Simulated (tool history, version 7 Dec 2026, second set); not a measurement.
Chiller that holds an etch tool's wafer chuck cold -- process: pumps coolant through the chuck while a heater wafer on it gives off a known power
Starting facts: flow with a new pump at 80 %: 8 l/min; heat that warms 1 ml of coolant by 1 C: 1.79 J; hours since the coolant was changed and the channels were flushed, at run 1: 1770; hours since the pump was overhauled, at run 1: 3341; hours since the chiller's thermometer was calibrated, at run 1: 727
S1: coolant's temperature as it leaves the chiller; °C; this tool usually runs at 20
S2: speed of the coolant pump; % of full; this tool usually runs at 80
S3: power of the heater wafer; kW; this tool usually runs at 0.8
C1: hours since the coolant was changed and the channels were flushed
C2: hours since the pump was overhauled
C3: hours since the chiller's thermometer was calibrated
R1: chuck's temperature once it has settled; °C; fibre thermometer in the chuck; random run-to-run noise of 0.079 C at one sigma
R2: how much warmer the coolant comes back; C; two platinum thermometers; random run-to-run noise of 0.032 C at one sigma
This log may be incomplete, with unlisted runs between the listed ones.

| run | day | S1 | S2 | S3 | C1 | C2 | C3 | R1 | R2 |
|---|---|---|---|---|---|---|---|---|---|
| 1 | 0 | 20 | 80 | 0.8 | 1770 | 3341 | 727 | 26.04 | 3.64 |
| 2 | 3.288 | 20 | 80 | 0.8 | 1849 | 3420 | 806 | 26.01 | 3.61 |
| 3 | 5.804 | 14 | 80 | 0.8 | 1909 | 3480 | 866 | 20.06 | 3.64 |
| 4 | 7.892 | 14 | 80 | 0.8 | 1959 | 3530 | 916 | 20.01 | 3.65 |
| 5 | 9.796 | 26 | 80 | 0.8 | 2005 | 3576 | 962 | 32.05 | 3.66 |
| 6 | 11.967 | 20 | 80 | 0.8 | 2057 | 3628 | 1014 | 25.91 | 3.63 |
| 7 | 15.171 | 20 | 80 | 0.8 | 2134 | 3705 | 1091 | 25.89 | 3.65 |
| 8 | 17.104 | 20 | 80 | 0.678 | 2180 | 3751 | 1137 | 25 | 3.07 |
| 9 | 18.967 | 20 | 80 | 0.678 | 2225 | 3796 | 1182 | 24.89 | 3.09 |
| 10 | 21.433 | 20 | 80 | 0.8 | 2284 | 3855 | 1241 | 26.11 | 3.65 |
| 11 | 23.567 | 24 | 80 | 0.8 | 2336 | 3906 | 1293 | 30.01 | 3.69 |
| 12 | 26.071 | 24 | 80 | 0.8 | 2396 | 3966 | 1353 | 30.03 | 3.66 |
| 13 | 28.921 | 24 | 80 | 0.8 | 2464 | 4035 | 1421 | 30.02 | 3.7 |
| 14 | 31.275 | 24 | 80 | 0.8 | 2520 | 4091 | 1477 | 29.97 | 3.71 |
| 15 | 34.179 | 20 | 80 | 0.593 | 2590 | 4161 | 1547 | 24.37 | 2.81 |
| 16 | 37.646 | 20 | 80 | 0.593 | 2673 | 4244 | 1630 | 24.4 | 2.75 |
| 17 | 41.15 | 20 | 73 | 0.839 | 2757 | 4328 | 1714 | 26.75 | 4.32 |
| 18 | 43.008 | 19 | 95 | 1.08 | 2802 | 4373 | 1759 | 26.18 | 4.22 |
| 19 | 45.688 | 20 | 63 | 0.8 | 2866 | 4437 | 1823 | 27.06 | 4.72 |
| 20 | 47.562 | 29 | 78 | 0.8 | 2911 | 4482 | 1868 | 35.04 | 3.88 |
| 21 | 49.704 | 20 | 80 | 0.932 | 2963 | 4534 | 1920 | 27.01 | 4.38 |
|  | 50.25 | coolant pump overhauled |
| 22 | 52.679 | 24 | 61 | 0.995 | 3029 | 58 | 1986 | 33.6 | 6.45 |
| 23 | 55.125 | 24 | 61 | 0.995 | 3088 | 117 | 2045 | 33.63 | 6.37 |
| 24 | 58.379 | 12 | 61 | 0.889 | 3166 | 195 | 2123 | 20.55 | 5.77 |
| 25 | 60.671 | 12 | 82 | 0.986 | 3221 | 250 | 2178 | 19.54 | 4.72 |
| 26 | 62.15 | 12 | 72 | 0.714 | 3257 | 286 | 2214 | 17.8 | 3.85 |
| 27 | 65.708 | 30 | 69 | 0.6 | 3342 | 371 | 2299 | 34.89 | 3.45 |
| 28 | 68.904 | 20 | 80 | 0.448 | 3419 | 448 | 2376 | 23.03 | 2.25 |
|  | 70.542 | coolant pump overhauled, once more |
| 29 | 71.175 | 26 | 96 | 1.024 | 3468 | 15 | 2425 | 32.07 | 3.59 |
| 30 | 73.646 | 27 | 89 | 0.433 | 3527 | 75 | 2484 | 29.39 | 1.63 |
| 31 | 77.192 | 12 | 85 | 0.987 | 3612 | 160 | 2569 | 18.35 | 3.95 |
| 32 | 80.092 | 22 | 95 | 0.704 | 3682 | 229 | 2639 | 26.04 | 2.53 |

How the hidden state differs across the entries between the runs, from the last listed run before each to the first after it:
In the gap between runs 21 and 22: coolant pump overhauled (day 50.25)
  heat passed by the chuck's channels, % of clean ones': 92.7 -> 92.6; flow at a given pump speed, % of a new pump's: 90 -> 86.2; coolant's true temperature over the reading, C: -0.63 -> -0.65
  measured result minus the result with no hidden state, R1: +0.25 -> +0.82 °C; R2: +0.44 -> +0.88 C
In the gap between runs 28 and 29: coolant pump overhauled, once more (day 70.542)
  heat passed by the chuck's channels, % of clean ones': 91.7 -> 91.6; flow at a given pump speed, % of a new pump's: 85.4 -> 100.1; coolant's true temperature over the reading, C: -0.77 -> -0.79
  measured result minus the result with no hidden state, R1: -0.18 -> -0.4 °C; R2: +0.33 -> -0.01 C

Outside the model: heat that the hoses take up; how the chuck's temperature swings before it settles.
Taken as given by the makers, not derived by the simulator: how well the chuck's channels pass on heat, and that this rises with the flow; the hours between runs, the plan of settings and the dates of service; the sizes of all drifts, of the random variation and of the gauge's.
